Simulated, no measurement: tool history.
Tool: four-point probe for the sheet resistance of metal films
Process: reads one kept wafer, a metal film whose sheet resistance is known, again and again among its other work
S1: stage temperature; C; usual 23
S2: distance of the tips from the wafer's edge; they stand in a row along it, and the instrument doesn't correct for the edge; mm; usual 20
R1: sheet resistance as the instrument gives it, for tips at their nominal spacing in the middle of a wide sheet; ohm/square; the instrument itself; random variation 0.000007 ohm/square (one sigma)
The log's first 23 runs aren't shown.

run,hour,S1,S2,R1
24,350.3,21,6,0.035655
25,361,21,6,0.03566
26,372.8,27,6,0.035747
27,391.5,27,6,0.03575
28,405.9,27,6,0.035752
29,418.9,20,33,0.034847
30,431.8,19,72,0.034796
31,452,19,72,0.03481
32,468.5,19,62,0.034804
33,490.4,24,9,0.035237
34,505.7,26,6,0.035728
35,523.7,20,20,0.034877
36,540.9,22,55,0.034838
37,557.7,26,4,0.036703
38,577.5,26,6,0.035714
39,600.2,26,6,0.035708
40,619.8,23,10,0.035164
41,635.7,23,11,0.035107
42,648.6,34,53,0.035029
43,668.8,32,8,0.035463
44,689.8,18,15,0.034895

5 ways to go on from here, each from the tool as it stands after run 44. What would each give?
A,711.5,32,27,?
B,711.5,23,20,?
C,711.5,21,44,?
D,711.5,28,72,?
E,711.5,18,14,?

run,R1
A,0.035039
B,0.034932
C,0.03483
D,0.034931
E,0.034904
Without the tool's hidden state the same runs would have given:
run,R1
A,0.03499
B,0.034886
C,0.034784
D,0.034883
E,0.034859

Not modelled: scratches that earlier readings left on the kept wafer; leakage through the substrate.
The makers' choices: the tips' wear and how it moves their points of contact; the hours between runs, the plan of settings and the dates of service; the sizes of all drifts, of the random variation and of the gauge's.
